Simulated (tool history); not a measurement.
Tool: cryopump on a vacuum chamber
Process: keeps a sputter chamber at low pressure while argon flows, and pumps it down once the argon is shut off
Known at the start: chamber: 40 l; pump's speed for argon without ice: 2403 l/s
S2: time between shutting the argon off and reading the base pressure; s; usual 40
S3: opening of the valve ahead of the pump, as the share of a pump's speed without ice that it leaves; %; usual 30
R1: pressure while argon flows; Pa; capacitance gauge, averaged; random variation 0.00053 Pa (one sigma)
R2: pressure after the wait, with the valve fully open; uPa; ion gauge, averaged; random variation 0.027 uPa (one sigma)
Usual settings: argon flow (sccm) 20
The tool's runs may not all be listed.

Run 1, hour 0.0: usual settings. Result: R1 0.0482 Pa, R2 2.68 uPa.
Run 2, hour 31.9: usual settings. Result: R1 0.0488 Pa, R2 2.64 uPa.
Run 3, hour 48.3: usual settings. Result: R1 0.0484 Pa, R2 2.63 uPa.
Run 4, hour 67.9: usual settings. Result: R1 0.0484 Pa, R2 2.68 uPa.
Run 5, hour 102.4: usual settings. Result: R1 0.0484 Pa, R2 2.67 uPa.
Run 6, hour 119.1: usual settings. Result: R1 0.0488 Pa, R2 2.67 uPa.
Run 7, hour 144.5: usual settings. Result: R1 0.0485 Pa, R2 2.75 uPa.
Run 8, hour 165.5: usual settings but S2 66 s. Result: R1 0.0487 Pa, R2 2.33 uPa.
Run 9, hour 188.3: usual settings but S2 66 s. Result: R1 0.0485 Pa, R2 2.37 uPa.
Run 10, hour 214.2: usual settings. Result: R1 0.0486 Pa, R2 2.82 uPa.
Run 11, hour 230.7: usual settings. Result: R1 0.0485 Pa, R2 2.77 uPa.
Run 12, hour 247.2: usual settings. Result: R1 0.0493 Pa, R2 2.88 uPa.
Run 13, hour 262.4: usual settings. Result: R1 0.0476 Pa, R2 2.85 uPa.
Run 14, hour 282.3: usual settings but argon flow (sccm) 36. Result: R1 0.0884 Pa, R2 2.84 uPa.
Run 15, hour 312.0: usual settings but argon flow (sccm) 36. Result: R1 0.0882 Pa, R2 2.87 uPa.
Run 16, hour 334.2: usual settings but S2 262 s. Result: R1 0.0494 Pa, R2 1.98 uPa.
Run 17, hour 364.9: usual settings but S2 262 s. Result: R1 0.0491 Pa, R2 2.01 uPa.
Run 18, hour 384.3: usual settings but argon flow (sccm) 15, S2 124 s, S3 21 %. Result: R1 0.0530 Pa, R2 2.24 uPa.
Run 19, hour 407.7: usual settings but argon flow (sccm) 11, S2 192 s, S3 54 %. Result: R1 0.0168 Pa, R2 2.07 uPa.
Run 20, hour 432.6: usual settings but argon flow (sccm) 19, S3 33 %. Result: R1 0.0428 Pa, R2 3.03 uPa.
Run 21, hour 465.9: usual settings but S2 28 s, S3 17 %. Result: R1 0.0843 Pa, R2 3.39 uPa.
Run 22, hour 500.6: usual settings but argon flow (sccm) 13, S2 43 s, S3 53 %. Result: R1 0.0201 Pa, R2 2.90 uPa.
Run 23, hour 533.1: usual settings but S3 58 %. Result: R1 0.0279 Pa, R2 3.02 uPa.
Run 24, hour 551.4: usual settings but S3 58 %. Result: R1 0.0284 Pa, R2 3.03 uPa.
Run 25, hour 567.0: usual settings but S3 58 %. Result: R1 0.0275 Pa, R2 3.00 uPa.
Run 26, hour 600.9: usual settings but S2 241 s, S3 44 %. Result: R1 0.0350 Pa, R2 2.25 uPa.
Run 27, hour 620.1: usual settings but argon flow (sccm) 18, S3 46 %. Result: R1 0.0314 Pa, R2 3.16 uPa.
Run 28, hour 645.7: usual settings but argon flow (sccm) 9, S2 56 s, S3 31 %. Result: R1 0.0205 Pa, R2 2.86 uPa.
Run 29, hour 679.4: usual settings but argon flow (sccm) 27, S2 56 s, S3 18 %. Result: R1 0.1109 Pa, R2 2.83 uPa.
Run 30, hour 715.6: usual settings but argon flow (sccm) 27, S2 56 s, S3 18 %. Result: R1 0.1118 Pa, R2 2.93 uPa.
Run 31, hour 744.0: usual settings but argon flow (sccm) 34, S2 100 s. Result: R1 0.0867 Pa, R2 2.62 uPa.
Run 32, hour 766.2: usual settings but argon flow (sccm) 34, S2 100 s. Result: R1 0.0877 Pa, R2 2.72 uPa.
Run 33, hour 800.2: usual settings but argon flow (sccm) 16, S2 289 s, S3 43 %. Result: R1 0.0302 Pa, R2 2.48 uPa.

Some steps in R1 between neighbouring runs. How much of each would the tool show without its hidden state too (settings, what came in, random variation), and how much is left for the hidden state, with any gauge scatter that isn't in both results?
The hidden state here: pump's speed, % of a pump's without ice; cold plate's temperature, K; leak into the chamber, uPa l/s; drift of the gauge itself on working_pa, %; drift of the gauge itself on base_upa, %.
Run 21 -> 22: argon flow (sccm) 20 -> 13, S2 28 -> 43, S3 17 -> 53. R1 -0.0642 Pa: hidden state -0.0009, all else -0.0633.
Run 28 -> 29: argon flow (sccm) 9 -> 27, S3 31 -> 18. R1 +0.0904 Pa: hidden state +0.0040, all else +0.0864.
Run 30 -> 31: argon flow (sccm) 27 -> 34, S2 56 -> 100, S3 18 -> 30. R1 -0.0251 Pa: hidden state +0.0019, all else -0.0270.
Run 32 -> 33: argon flow (sccm) 34 -> 16, S2 100 -> 289, S3 30 -> 43. R1 -0.0575 Pa: hidden state -0.0043, all else -0.0532.
